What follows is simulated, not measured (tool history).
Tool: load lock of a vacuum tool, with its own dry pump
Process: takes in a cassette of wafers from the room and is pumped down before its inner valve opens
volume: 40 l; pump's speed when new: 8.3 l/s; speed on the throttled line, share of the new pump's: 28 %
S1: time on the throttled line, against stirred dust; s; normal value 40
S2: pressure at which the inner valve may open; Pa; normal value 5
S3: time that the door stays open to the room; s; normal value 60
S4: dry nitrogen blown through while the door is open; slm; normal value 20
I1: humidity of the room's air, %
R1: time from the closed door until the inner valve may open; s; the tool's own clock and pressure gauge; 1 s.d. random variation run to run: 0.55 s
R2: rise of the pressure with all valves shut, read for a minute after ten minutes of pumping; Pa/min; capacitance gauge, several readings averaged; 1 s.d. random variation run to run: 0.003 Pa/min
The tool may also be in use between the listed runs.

| run | hour | S1 | S2 | S3 | S4 | I1 | R1 | R2 |
|---|---|---|---|---|---|---|---|---|
| 1 | 0.0 | 40 | 5 | 60 | 20 | 42.6 | 81.7 | 0.052 |
| 2 | 198.7 | 40 | 5 | 60 | 20 | 46.2 | 81.1 | 0.059 |
| 3 | 533.3 | 40 | 5 | 60 | 20 | 48.7 | 82.1 | 0.067 |
| 4 | 710.5 | 40 | 5 | 60 | 20 | 45.3 | 81.4 | 0.070 |
| 5 | 1062.5 | 40 | 5 | 60 | 20 | 44.7 | 82.7 | 0.076 |
| 6 | 1344.4 | 40 | 5 | 60 | 20 | 45.2 | 82.5 | 0.080 |
| 7 | 1545.8 | 40 | 5 | 60 | 20 | 43.5 | 82.2 | 0.076 |
| 8 | 1864.4 | 40 | 5 | 60 | 20 | 47.7 | 82.6 | 0.091 |
| 9 | 2195.5 | 40 | 5 | 60 | 20 | 45.6 | 82.5 | 0.102 |
| 10 | 2360.9 | 40 | 5 | 60 | 20 | 44.6 | 83.8 | 0.100 |
| 11 | 2610.6 | 40 | 5 | 60 | 20 | 46.6 | 83.8 | 0.106 |
| 12 | 2868.3 | 26 | 5 | 60 | 20 | 42.8 | 74.1 | 0.106 |
| 13 | 3220.0 | 26 | 5 | 60 | 20 | 47.1 | 73.7 | 0.121 |
| 14 | 3406.3 | 40 | 5 | 60 | 20 | 40.8 | 82.9 | 0.116 |
| 15 | 3656.0 | 40 | 5 | 60 | 20 | 40.0 | 84.3 | 0.128 |
| 16 | 3900.0 | 40 | 5 | 60 | 20 | 45.8 | 84.5 | 0.138 |
| 17 | 4109.1 | 40 | 5 | 60 | 20 | 44.5 | 83.5 | 0.143 |
| 18 | 4500.7 | 40 | 5 | 42 | 20 | 44.7 | 83.9 | 0.160 |
| 19 | 4880.8 | 77 | 5 | 60 | 20 | 46.1 | 107.5 | 0.169 |
| 20 | 5189.7 | 69 | 5 | 91 | 20 | 44.7 | 103.4 | 0.189 |
| 21 | 5398.9 | 40 | 5 | 60 | 6 | 47.2 | 84.8 | 0.210 |
| 22 | 5739.9 | 40 | 5 | 60 | 6 | 44.3 | 85.4 | 0.224 |
| 23 | 6103.1 | 40 | 5 | 60 | 6 | 45.7 | 85.3 | 0.234 |
| 24 | 6449.9 | 40 | 5 | 60 | 6 | 44.9 | 86.2 | 0.251 |
| 25 | 6837.9 | 79 | 8 | 60 | 15 | 46.3 | 108.3 | 0.250 |
| 26 | 7002.6 | 40 | 5 | 60 | 30 | 40.0 | 86.3 | 0.241 |
| 27 | 7367.6 | 40 | 5 | 60 | 30 | 47.2 | 86.5 | 0.255 |
| 28 | 7723.3 | 66 | 5 | 60 | 30 | 45.7 | 103.0 | 0.268 |
| 29 | 8056.5 | 66 | 5 | 60 | 30 | 42.4 | 102.3 | 0.286 |
| 30 | 8245.3 | 44 | 5 | 201 | 30 | 43.9 | 89.4 | 0.290 |
| 31 | 8616.8 | 44 | 5 | 201 | 30 | 43.1 | 89.4 | 0.317 |
| 32 | 8944.6 | 44 | 10 | 201 | 12 | 46.3 | 84.9 | 0.363 |
| 33 | 9235.9 | 26 | 10 | 211 | 25 | 46.3 | 74.2 | 0.347 |
| 34 | 9571.7 | 30 | 6 | 60 | 20 | 44.1 | 79.8 | 0.355 |
| 35 | 9843.6 | 53 | 5 | 193 | 14 | 43.7 | 96.0 | 0.385 |
| 36 | 10222.7 | 29 | 6 | 224 | 13 | 45.8 | 79.3 | 0.412 |
| 37 | 10440.9 | 65 | 4 | 55 | 30 | 45.6 | 105.0 | 0.390 |

Here are 3 independent what-if runs from the current tool condition. What would each one return?
| A | 10724.8 | 65 | 4 | 55 | 45 | 44.5 | ? | ? |
| B | 10724.8 | 65 | 4 | 67 | 30 | 43.1 | ? | ? |
| C | 10724.8 | 40 | 5 | 51 | 20 | 47.9 | ? | ? |

| run | R1 | R2 |
|---|---|---|
| A | 106.2 | 0.402 |
| B | 105.3 | 0.408 |
| C | 88.2 | 0.412 |
Without the tool's hidden state the same runs would have given:
| run | R1 | R2 |
|---|---|---|
| A | 96.7 | 0.011 |
| B | 95.9 | 0.020 |
| C | 77.2 | 0.024 |

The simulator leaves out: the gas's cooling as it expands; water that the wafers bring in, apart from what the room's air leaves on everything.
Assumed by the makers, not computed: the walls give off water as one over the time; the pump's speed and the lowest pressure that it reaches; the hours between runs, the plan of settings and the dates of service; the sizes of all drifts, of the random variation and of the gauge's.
